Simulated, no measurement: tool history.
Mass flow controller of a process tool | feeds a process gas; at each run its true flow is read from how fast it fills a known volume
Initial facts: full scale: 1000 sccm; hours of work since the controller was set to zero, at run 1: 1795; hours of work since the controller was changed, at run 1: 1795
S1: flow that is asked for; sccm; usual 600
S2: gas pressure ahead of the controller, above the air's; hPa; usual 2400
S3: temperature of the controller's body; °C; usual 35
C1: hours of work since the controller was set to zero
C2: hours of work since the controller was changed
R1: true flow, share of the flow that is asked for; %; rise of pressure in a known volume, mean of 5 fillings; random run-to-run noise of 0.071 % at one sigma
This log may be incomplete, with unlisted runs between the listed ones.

run 1 hour=0 | S1=600 S2=2400 S3=35 | C1=1795 C2=1795 | R1=100.66
run 2 hour=171.3 | S1=600 S2=2400 S3=27 | C1=1921 C2=1921 | R1=99.73
run 3 hour=256.4 | S1=600 S2=2400 S3=27 | C1=1984 C2=1984 | R1=99.83
run 4 hour=422.4 | S1=711 S2=2400 S3=35 | C1=2107 C2=2107 | R1=101.31
run 5 hour=503.7 | S1=414 S2=2400 S3=35 | C1=2167 C2=2167 | R1=100.07
run 6 hour=635.9 | S1=414 S2=2400 S3=35 | C1=2264 C2=2264 | R1=100.1
run 7 hour=739.8 | S1=139 S2=2380 S3=39 | C1=2341 C2=2341 | R1=98.08
-- hour=748.6 controller's zero set anew
run 8 hour=833.1 | S1=193 S2=2400 S3=20 | C1=62 C2=2409 | R1=96.19
run 9 hour=941.8 | S1=193 S2=2400 S3=20 | C1=143 C2=2489 | R1=96.19
run 10 hour=1021.2 | S1=193 S2=2400 S3=20 | C1=201 C2=2548 | R1=96.12
run 11 hour=1127.8 | S1=600 S2=1540 S3=27 | C1=280 C2=2627 | R1=99.29

What if the next run were any one of these 5? Each begins from the tool's condition after run 11:
run A hour=1206.9 | S1=126 S2=2670 S3=35 | C1=338 C2=2685 | R1=?
run B hour=1206.9 | S1=600 S2=2400 S3=22 | C1=338 C2=2685 | R1=?
run C hour=1206.9 | S1=146 S2=1540 S3=22 | C1=338 C2=2685 | R1=?
run D hour=1206.9 | S1=600 S2=2200 S3=29 | C1=338 C2=2685 | R1=?
run E hour=1206.9 | S1=286 S2=1460 S3=39 | C1=338 C2=2685 | R1=?

run=A R1=96.5
run=B R1=99.29
run=C R1=94.96
run=D R1=99.92
run=E R1=98.9
With the hidden condition removed and each run's random variation left untouched, the same runs would have given:
run=A R1=99.36
run=B R1=98.91
run=C R1=97.25
run=D R1=99.54
run=E R1=99.47
